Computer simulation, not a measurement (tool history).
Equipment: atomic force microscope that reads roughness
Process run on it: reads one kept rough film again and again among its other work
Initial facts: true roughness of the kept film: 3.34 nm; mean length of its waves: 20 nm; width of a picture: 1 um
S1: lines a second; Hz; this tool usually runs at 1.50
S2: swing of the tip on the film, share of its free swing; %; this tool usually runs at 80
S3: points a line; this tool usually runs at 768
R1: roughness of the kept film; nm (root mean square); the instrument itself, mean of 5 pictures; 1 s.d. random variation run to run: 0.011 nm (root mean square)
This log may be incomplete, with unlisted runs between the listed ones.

| run | day | S1 | S2 | S3 | R1 |
|---|---|---|---|---|---|
| 1 | 0.000 | 1.50 | 80 | 768 | 2.339 |
| 2 | 2.988 | 1.50 | 80 | 768 | 2.162 |
| 3 | 4.638 | 1.50 | 80 | 768 | 2.065 |
| 4 | 6.217 | 1.50 | 70 | 768 | 2.077 |
| 5 | 7.858 | 1.50 | 63 | 768 | 2.062 |
| 6 | 10.121 | 1.50 | 63 | 768 | 1.950 |
|  | 11.342 | new tip fitted |
| 7 | 12.942 | 1.50 | 63 | 768 | 2.443 |
| 8 | 14.375 | 1.50 | 63 | 768 | 2.357 |
| 9 | 17.408 | 1.50 | 63 | 768 | 2.217 |
| 10 | 19.217 | 1.70 | 80 | 768 | 1.979 |
| 11 | 21.712 | 1.70 | 80 | 768 | 1.871 |
| 12 | 24.196 | 1.50 | 66 | 768 | 1.903 |
|  | 24.492 | new tip fitted |
| 13 | 26.708 | 1.50 | 66 | 768 | 2.388 |
| 14 | 28.175 | 1.50 | 80 | 554 | 2.215 |
| 15 | 31.238 | 1.50 | 80 | 768 | 2.049 |
| 16 | 33.312 | 1.50 | 80 | 768 | 1.963 |
| 17 | 36.108 | 1.71 | 74 | 768 | 1.898 |
|  | 37.504 | new tip fitted |
| 18 | 39.079 | 0.83 | 57 | 363 | 2.483 |
| 19 | 40.671 | 2.25 | 73 | 286 | 2.168 |
| 20 | 43.750 | 1.50 | 80 | 369 | 2.029 |
| 21 | 46.188 | 0.62 | 73 | 764 | 2.082 |
| 22 | 49.092 | 0.79 | 68 | 789 | 1.977 |
|  | 50.479 | new tip fitted |
| 23 | 51.554 | 0.79 | 68 | 789 | 2.477 |
| 24 | 53.025 | 1.52 | 68 | 490 | 2.331 |
| 25 | 55.312 | 0.82 | 68 | 490 | 2.226 |
| 26 | 57.596 | 2.12 | 80 | 473 | 1.916 |
| 27 | 58.975 | 1.14 | 60 | 434 | 2.075 |
| 28 | 61.046 | 1.14 | 84 | 408 | 1.856 |
|  | 63.454 | new tip fitted |
| 29 | 63.992 | 1.94 | 77 | 768 | 2.350 |
| 30 | 67.050 | 1.94 | 77 | 768 | 2.189 |
| 31 | 69.754 | 0.83 | 89 | 419 | 2.088 |
| 32 | 71.942 | 0.77 | 61 | 881 | 2.156 |

What if the next run were any one of these 3? Each begins from the tool's condition after run 32:
| A | 73.846 | 1.52 | 67 | 393 | ? |
| B | 73.846 | 1.51 | 80 | 768 | ? |
| C | 73.846 | 3.38 | 72 | 514 | ? |

| run | R1 |
|---|---|
| A | 1.981 |
| B | 1.903 |
| C | 1.821 |
With no hidden state in the tool, these same runs would have given:
| run | R1 |
|---|---|
| A | 2.549 |
| B | 2.447 |
| C | 2.344 |

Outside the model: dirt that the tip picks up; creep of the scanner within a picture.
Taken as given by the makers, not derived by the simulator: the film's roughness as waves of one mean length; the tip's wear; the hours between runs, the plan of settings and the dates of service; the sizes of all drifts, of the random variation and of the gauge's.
